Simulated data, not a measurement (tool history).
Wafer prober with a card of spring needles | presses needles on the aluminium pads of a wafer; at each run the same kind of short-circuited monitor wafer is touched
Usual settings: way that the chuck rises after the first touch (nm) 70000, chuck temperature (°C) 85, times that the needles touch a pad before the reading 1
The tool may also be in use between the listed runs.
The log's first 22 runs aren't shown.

run	hour	way that the chuck rises after the first touch (nm)	chuck temperature (°C)	times that the needles touch a pad before the reading	resistance of one needle with its contact and lead (mohm)	way that a needle slides on the pad (nm)
# hour 161.0: tips cleaned on abrasive film
23	165.8	61000	85	1	218	15760
# hour 168.5: tips cleaned on abrasive film
24	173.1	61000	85	1	223	15530
# hour 176.4: tips cleaned on abrasive film
25	179.2	64000	85	1	202	16430
# hour 184.4: tips cleaned on abrasive film
26	184.7	78000	59	3	164	19990
27	191.7	56000	71	1	232	14370
# hour 192.7: tips cleaned on abrasive film
28	198.7	56000	71	1	230	14320
# hour 200.6: tips cleaned on abrasive film
29	207.5	70000	79	1	216	17960
# hour 208.4: tips cleaned on abrasive film
# hour 216.2: tips cleaned on abrasive film
30	216.7	70000	79	1	172	17920
# hour 224.1: tips cleaned on abrasive film
31	226.4	70000	36	1	190	17890
# hour 231.9: tips cleaned on abrasive film
32	235.5	70000	43	1	201	17800
# hour 239.6: tips cleaned on abrasive film
33	244.8	56000	49	2	201	14210

4 ways to go on from here, each from the tool as it stands after run 33. What would each give?
# hour 247.8: tips cleaned on abrasive film
A	252.8	70000	118	2	?	?
# hour 247.8: tips cleaned on abrasive film
B	252.8	56000	49	3	?	?
# hour 247.8: tips cleaned on abrasive film
C	252.8	50000	85	1	?	?
# hour 247.8: tips cleaned on abrasive film
D	252.8	65000	85	1	?	?

run	resistance of one needle with its contact and lead (mohm)	way that a needle slides on the pad (nm)
A	200	17990
B	184	14200
C	247	12690
D	217	16560
Without the tool's hidden state the same runs would have given:
run	resistance of one needle with its contact and lead (mohm)	way that a needle slides on the pad (nm)
A	173	18400
B	158	14610
C	168	13110
D	163	16970
